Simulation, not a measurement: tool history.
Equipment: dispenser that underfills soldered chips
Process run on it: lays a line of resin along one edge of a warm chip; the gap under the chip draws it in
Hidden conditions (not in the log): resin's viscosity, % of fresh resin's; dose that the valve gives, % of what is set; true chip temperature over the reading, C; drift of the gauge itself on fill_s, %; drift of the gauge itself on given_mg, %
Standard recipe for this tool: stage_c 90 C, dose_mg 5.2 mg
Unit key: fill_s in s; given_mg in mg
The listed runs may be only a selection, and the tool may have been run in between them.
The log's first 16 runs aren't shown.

run   hour  stage_c  dose_mg  hours of work since the syringe was changed  hours of work since the valve was cleaned  hours of work since the stage was calibrated  fill_s  given_mg
     184.9  -- new syringe of resin
       197  -- new syringe of resin
 17  199.2       90      5.2                                            2                                         49                                           267      12      5.08
 18  207.7      102      5.2                                            8                                         55                                           273    10.2      5.04
     209.5  -- new syringe of resin
     222.2  -- new syringe of resin
 19  223.3      103     5.35                                            1                                         67                                           284     6.6      5.17
 20  233.4       83     5.21                                            8                                         74                                           292    20.9      5.02
     235.1  -- new syringe of resin
 21  242.1       82     6.06                                            5                                         80                                           298    17.6      5.82
     247.3  -- new syringe of resin
     250.3  -- dispensing valve cleaned and set on the balance
 22  257.2       82     5.87                                            7                                          5                                           308    19.8      5.86
     260.3  -- new syringe of resin
 23  266.7       82     5.87                                            5                                         12                                           315    17.8      5.83
     272.7  -- new syringe of resin
 24  279.5       82     5.87                                            5                                         21                                           325    17.3      5.77
     285.2  -- new syringe of resin
 25  290.5       88     6.49                                            4                                         29                                           333    12.8       6.4
     297.4  -- new syringe of resin
 26  305.2       87     5.53                                            6                                         40                                           343    15.1       5.4
     310.1  -- new syringe of resin
 27  315.8      103      5.6                                            4                                         48                                           351     8.5      5.49
       322  -- new syringe of resin
 28    332      103      5.6                                            7                                         59                                           363     9.7      5.43
     333.9  -- new syringe of resin
     346.4  -- new syringe of resin
 29  346.5       96     4.83                                            0                                         70                                           373     8.7      4.67
 30  353.5       96     4.83                                            5                                         75                                           378    10.9      4.65
     358.2  -- new syringe of resin
     366.7  -- stage's temperature calibrated
 31  366.7       96     4.83                                            6                                         84                                             0    12.1      4.65
       370  -- dispensing valve cleaned and set on the balance
     372.7  -- new syringe of resin
 32  383.7       91     6.47                                            8                                         10                                            12    14.9      6.47
     385.2  -- new syringe of resin
 33  392.6       89     4.56                                            5                                         16                                            18    14.7      4.53
     397.5  -- new syringe of resin
 34  403.3       89     4.56                                            4                                         24                                            26    14.2      4.52
     409.3  -- new syringe of resin
 35  413.3       76     4.88                                            3                                         31                                            33    20.8      4.83

Alternative continuations, all from the tool just after run 35; predict every row:
     421.5  -- new syringe of resin
  A  427.3       76     6.65                                            4                                         41                                            43       ?         ?
     421.5  -- new syringe of resin
  B  427.3      104     5.96                                            4                                         41                                            43       ?         ?
     421.5  -- new syringe of resin
  C  427.3       84     4.49                                            4                                         41                                            43       ?         ?

run  fill_s  given_mg
  A      22      6.56
  B     8.3      5.86
  C      17      4.44
Had the tool no hidden state, the same runs would have come out as:
run  fill_s  given_mg
  A    17.4      6.66
  B     6.6      5.94
  C    13.2      4.51

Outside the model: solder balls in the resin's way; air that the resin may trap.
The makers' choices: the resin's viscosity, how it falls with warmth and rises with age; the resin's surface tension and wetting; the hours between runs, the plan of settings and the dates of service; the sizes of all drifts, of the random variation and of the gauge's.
